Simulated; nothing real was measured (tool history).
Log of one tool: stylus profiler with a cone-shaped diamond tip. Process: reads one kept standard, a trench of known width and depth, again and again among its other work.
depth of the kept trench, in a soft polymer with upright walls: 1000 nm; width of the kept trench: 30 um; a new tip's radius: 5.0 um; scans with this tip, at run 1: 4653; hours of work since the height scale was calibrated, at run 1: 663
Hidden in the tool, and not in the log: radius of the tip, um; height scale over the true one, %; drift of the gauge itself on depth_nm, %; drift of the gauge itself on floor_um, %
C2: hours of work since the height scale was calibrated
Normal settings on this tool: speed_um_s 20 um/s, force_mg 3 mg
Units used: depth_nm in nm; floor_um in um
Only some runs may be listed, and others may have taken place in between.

Run 1, hour 0: usual settings; scans with this tip 4653; C2 663. Result: depth_nm 1010.57 nm, floor_um 21.6 um.
Run 2, hour 80.5: usual settings; scans with this tip 5015; C2 714. Result: depth_nm 1010.5 nm, floor_um 21.51 um.
Run 3, hour 147.9: usual settings but force_mg 1.68 mg; scans with this tip 5318; C2 757. Result: depth_nm 1006.15 nm, floor_um 21.38 um.
Run 4, hour 199.3: usual settings but force_mg 1.68 mg; scans with this tip 5550; C2 790. Result: depth_nm 1006.06 nm, floor_um 21.18 um.
Run 5, hour 293.7: usual settings but force_mg 1.68 mg; scans with this tip 5974; C2 851. Result: depth_nm 1005.62 nm, floor_um 21.05 um.
Run 6, hour 386.9: usual settings but force_mg 1.68 mg; scans with this tip 6394; C2 911. Result: depth_nm 1005.16 nm, floor_um 20.9 um.
Run 7, hour 432: usual settings but force_mg 1.68 mg; scans with this tip 6596; C2 939. Result: depth_nm 1005.41 nm, floor_um 20.8 um.
Run 8, hour 505.1: usual settings but force_mg 1.68 mg; scans with this tip 6925; C2 986. Result: depth_nm 1005.12 nm, floor_um 20.63 um.
Run 9, hour 565.7: usual settings but force_mg 1.68 mg; scans with this tip 7198; C2 1025. Result: depth_nm 1004.72 nm, floor_um 20.47 um.
Run 10, hour 609.5: usual settings but force_mg 6.88 mg; scans with this tip 7395; C2 1053. Result: depth_nm 1019.05 nm, floor_um 20.47 um.
Run 11, hour 678.7: usual settings but force_mg 1.13 mg; scans with this tip 7706; C2 1098. Result: depth_nm 1002.87 nm, floor_um 20.33 um.
Run 12, hour 747: usual settings but force_mg 1.13 mg; scans with this tip 8014; C2 1141. Result: depth_nm 1003.17 nm, floor_um 20.17 um.

Forecast run 13:
Run 13, hour 844: usual settings but force_mg 1.13 mg; scans with this tip 8450; C2 1203. Result: depth_nm ?, floor_um ?.

Logged for run 13: depth_nm 1002.34 nm, floor_um 20.07 um.
With no hidden state in the tool, this same run would have given depth_nm 1006.93 nm, floor_um 23.87 um.

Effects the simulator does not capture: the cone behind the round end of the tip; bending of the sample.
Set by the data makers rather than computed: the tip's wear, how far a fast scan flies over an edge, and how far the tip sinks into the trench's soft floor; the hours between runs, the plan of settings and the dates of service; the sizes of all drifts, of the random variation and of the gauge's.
